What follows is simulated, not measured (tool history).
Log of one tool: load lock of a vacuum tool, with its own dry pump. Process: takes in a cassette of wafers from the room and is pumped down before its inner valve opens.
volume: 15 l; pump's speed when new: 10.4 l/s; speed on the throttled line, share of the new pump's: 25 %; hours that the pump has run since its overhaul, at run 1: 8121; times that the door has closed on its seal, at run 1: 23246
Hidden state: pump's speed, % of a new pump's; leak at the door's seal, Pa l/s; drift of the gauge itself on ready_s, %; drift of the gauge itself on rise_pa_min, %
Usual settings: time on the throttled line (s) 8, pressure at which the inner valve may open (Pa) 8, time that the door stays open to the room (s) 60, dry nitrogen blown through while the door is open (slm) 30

run,hour,time on the throttled line (s),pressure at which the inner valve may open (Pa),time that the door stays open to the room (s),dry nitrogen blown through while the door is open (slm),hours that the pump has run since its overhaul,times that the door has closed on its seal,"incoming humidity of the room's air, %",time from the closed door until the inner valve may open (s),rise of the pressure with all valves shut (Pa/min)
1,0,8,8,60,30,8121,23246,45.9,19.5,0.038
2,447,8,8,60,30,8568,24719,43.7,20,0.038
3,769.8,8,8,60,30,8891,25784,45.3,19.6,0.039
4,1269.8,8,8,60,30,9391,27432,42.9,20,0.035
5,1793.5,8,8,60,30,9915,29159,46.8,19.9,0.034
6,2381.3,8,8,60,30,10503,31096,43.8,19.9,0.041
7,2885.2,8,8,60,30,11006,32758,40.5,20,0.037
8,3142.2,8,8,60,30,11263,33605,44.5,20,0.04
9,3527.1,8,8,112,30,11648,34874,46.3,19.7,0.052
# hour 3731.3: dry pump taken out, an overhauled one fitted
10,3944.3,8,8,121,42,213,36230,49.7,19.7,0.04
11,4506.9,8,8,121,42,776,38085,43.4,19.7,0.039
12,4816.7,8,6,49,13,1085,39106,47.6,20.2,0.059
# hour 4859.7: door's seal changed, seat wiped
13,5310,8,6,49,13,1577,1485,43.3,20.2,0.048
14,5830.4,8,6,49,13,2098,3200,45.1,20,0.054
15,6381.4,8,6,49,13,2649,5017,47.4,20.3,0.05
16,6787.6,8,6,49,13,3055,6356,46.2,20.4,0.053
17,7220.9,10,8,60,5,3488,7785,44.8,21.7,0.081
18,7476.5,10,8,60,5,3744,8627,42.9,21.3,0.08

Forecast each of these 5 alternatives for the next run:
A,7853,10,7,60,5,4120,9869,44.6,?,?
B,7853,8,8,60,4,4120,9869,43.5,?,?
C,7853,8,11,60,30,4120,9869,47.3,?,?
D,7853,8,8,42,30,4120,9869,45.4,?,?
E,7853,7,8,33,11,4120,9869,49.2,?,?

run,time from the closed door until the inner valve may open (s),rise of the pressure with all valves shut (Pa/min)
A,21.3,0.084
B,19.8,0.081
C,19.3,0.044
D,19.8,0.035
E,18.7,0.051
Without the tool's hidden state the same runs would have given:
run,time from the closed door until the inner valve may open (s),rise of the pressure with all valves shut (Pa/min)
A,21.3,0.083
B,19.8,0.081
C,19.2,0.044
D,19.8,0.035
E,18.7,0.051
